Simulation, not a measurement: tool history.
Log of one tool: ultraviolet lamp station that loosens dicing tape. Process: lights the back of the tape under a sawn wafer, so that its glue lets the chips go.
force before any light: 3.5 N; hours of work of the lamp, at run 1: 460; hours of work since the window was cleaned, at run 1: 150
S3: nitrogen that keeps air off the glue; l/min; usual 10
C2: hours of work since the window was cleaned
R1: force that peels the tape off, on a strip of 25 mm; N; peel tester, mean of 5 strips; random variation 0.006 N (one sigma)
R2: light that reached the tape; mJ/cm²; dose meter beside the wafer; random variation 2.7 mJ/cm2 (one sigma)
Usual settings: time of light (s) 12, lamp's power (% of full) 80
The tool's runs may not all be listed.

Run 1, hour 0.0: usual settings; hours of work of the lamp 460; C2 150. Result: R1 0.266 N, R2 292 mJ/cm².
Run 2, hour 13.4: usual settings; hours of work of the lamp 470; C2 160. Result: R1 0.287 N, R2 292 mJ/cm².
Run 3, hour 22.6: usual settings but lamp's power (% of full) 91; hours of work of the lamp 477; C2 167. Result: R1 0.200 N, R2 326 mJ/cm².
Run 4, hour 34.2: usual settings but lamp's power (% of full) 91; hours of work of the lamp 486; C2 176. Result: R1 0.212 N, R2 330 mJ/cm².
Run 5, hour 43.1: usual settings but lamp's power (% of full) 91; hours of work of the lamp 493; C2 183. Result: R1 0.214 N, R2 325 mJ/cm².
Run 6, hour 51.1: usual settings but lamp's power (% of full) 91; hours of work of the lamp 499; C2 189. Result: R1 0.221 N, R2 324 mJ/cm².
Run 7, hour 66.5: usual settings; hours of work of the lamp 511; C2 201. Result: R1 0.287 N, R2 282 mJ/cm².
Run 8, hour 80.5: usual settings but S3 5 l/min; hours of work of the lamp 521; C2 211. Result: R1 0.393 N, R2 280 mJ/cm².
Run 9, hour 90.2: usual settings; hours of work of the lamp 529; C2 219. Result: R1 0.301 N, R2 278 mJ/cm².
Run 10, hour 101.4: usual settings; hours of work of the lamp 537; C2 227. Result: R1 0.291 N, R2 280 mJ/cm².
Run 11, hour 111.2: usual settings; hours of work of the lamp 545; C2 235. Result: R1 0.309 N, R2 280 mJ/cm².
Run 12, hour 122.6: usual settings; hours of work of the lamp 553; C2 243. Result: R1 0.313 N, R2 275 mJ/cm².
At hour 124.3: window cleaned of glue's vapour.
Run 13, hour 133.4: usual settings; hours of work of the lamp 561; C2 7. Result: R1 0.312 N, R2 267 mJ/cm².
Run 14, hour 148.3: usual settings; hours of work of the lamp 572; C2 18. Result: R1 0.339 N, R2 268 mJ/cm².
Run 15, hour 158.1: usual settings; hours of work of the lamp 580; C2 26. Result: R1 0.338 N, R2 273 mJ/cm².
Run 16, hour 171.8: usual settings; hours of work of the lamp 590; C2 36. Result: R1 0.346 N, R2 266 mJ/cm².
Run 17, hour 179.7: usual settings; hours of work of the lamp 596; C2 42. Result: R1 0.328 N, R2 262 mJ/cm².
Run 18, hour 194.5: usual settings; hours of work of the lamp 607; C2 53. Result: R1 0.353 N, R2 264 mJ/cm².
Run 19, hour 201.6: usual settings but lamp's power (% of full) 79; hours of work of the lamp 613; C2 59. Result: R1 0.357 N, R2 259 mJ/cm².
At hour 205.6: window cleaned of glue's vapour, once more.
Run 20, hour 215.2: usual settings but lamp's power (% of full) 79; hours of work of the lamp 623; C2 7. Result: R1 0.293 N, R2 281 mJ/cm².
Run 21, hour 229.6: usual settings but time of light (s) 10, lamp's power (% of full) 79; hours of work of the lamp 634; C2 18. Result: R1 0.432 N, R2 235 mJ/cm².
Run 22, hour 238.1: usual settings but time of light (s) 10, lamp's power (% of full) 77, S3 4 l/min; hours of work of the lamp 640; C2 25. Result: R1 0.677 N, R2 224 mJ/cm².
Run 23, hour 247.8: usual settings but time of light (s) 14, lamp's power (% of full) 99, S3 4 l/min; hours of work of the lamp 648; C2 32. Result: R1 0.210 N, R2 401 mJ/cm².
Run 24, hour 254.9: usual settings but time of light (s) 14, lamp's power (% of full) 99, S3 4 l/min; hours of work of the lamp 653; C2 37. Result: R1 0.226 N, R2 398 mJ/cm².
Run 25, hour 269.9: usual settings but lamp's power (% of full) 70, S3 3 l/min; hours of work of the lamp 664; C2 49. Result: R1 0.660 N, R2 241 mJ/cm².
Run 26, hour 277.2: usual settings but time of light (s) 22, lamp's power (% of full) 77; hours of work of the lamp 670; C2 54. Result: R1 0.093 N, R2 482 mJ/cm².
Run 27, hour 288.8: usual settings but time of light (s) 23, S3 6 l/min; hours of work of the lamp 679; C2 63. Result: R1 0.095 N, R2 523 mJ/cm².
Run 28, hour 298.3: usual settings but time of light (s) 22, lamp's power (% of full) 93, S3 6 l/min; hours of work of the lamp 686; C2 70. Result: R1 0.090 N, R2 580 mJ/cm².
Run 29, hour 309.0: usual settings but time of light (s) 8, S3 5 l/min; hours of work of the lamp 694; C2 78. Result: R1 0.860 N, R2 183 mJ/cm².
Run 30, hour 318.4: usual settings but time of light (s) 8, lamp's power (% of full) 81, S3 11 l/min; hours of work of the lamp 701; C2 86. Result: R1 0.659 N, R2 181 mJ/cm².
Run 31, hour 331.4: usual settings but time of light (s) 8, lamp's power (% of full) 81, S3 11 l/min; hours of work of the lamp 711; C2 95. Result: R1 0.649 N, R2 184 mJ/cm².
Run 32, hour 338.0: usual settings but time of light (s) 8, lamp's power (% of full) 81, S3 11 l/min; hours of work of the lamp 716; C2 100. Result: R1 0.664 N, R2 180 mJ/cm².
Run 33, hour 351.4: usual settings but time of light (s) 8, lamp's power (% of full) 81, S3 11 l/min; hours of work of the lamp 726; C2 111. Result: R1 0.670 N, R2 181 mJ/cm².
Run 34, hour 359.5: usual settings but time of light (s) 8, lamp's power (% of full) 81, S3 11 l/min; hours of work of the lamp 732; C2 117. Result: R1 0.653 N, R2 176 mJ/cm².
Run 35, hour 368.6: usual settings but time of light (s) 8, lamp's power (% of full) 81, S3 11 l/min; hours of work of the lamp 739; C2 124. Result: R1 0.663 N, R2 178 mJ/cm².
Run 36, hour 384.0: usual settings but time of light (s) 8, lamp's power (% of full) 81, S3 11 l/min; hours of work of the lamp 751; C2 135. Result: R1 0.684 N, R2 176 mJ/cm².
Run 37, hour 393.0: usual settings but time of light (s) 16, lamp's power (% of full) 89; hours of work of the lamp 758; C2 142. Result: R1 0.146 N, R2 387 mJ/cm².

3 ways to go on from here, each from the tool as it stands after run 37. What would each give?
Run A, hour 402.6: usual settings but lamp's power (% of full) 84; hours of work of the lamp 765; C2 149. Result: R1 ?, R2 ?.
Run B, hour 402.6: usual settings but time of light (s) 19, lamp's power (% of full) 70, S3 13 l/min; hours of work of the lamp 765; C2 149. Result: R1 ?, R2 ?.
Run C, hour 402.6: usual settings but time of light (s) 16, lamp's power (% of full) 75; hours of work of the lamp 765; C2 149. Result: R1 ?, R2 ?.

run     R1   R2
  A  0.312  267
  B  0.151  356
  C  0.214  321
Without the tool's hidden state the same runs would have given:
run     R1   R2
  A  0.145  374
  B  0.076  498
  C  0.104  448
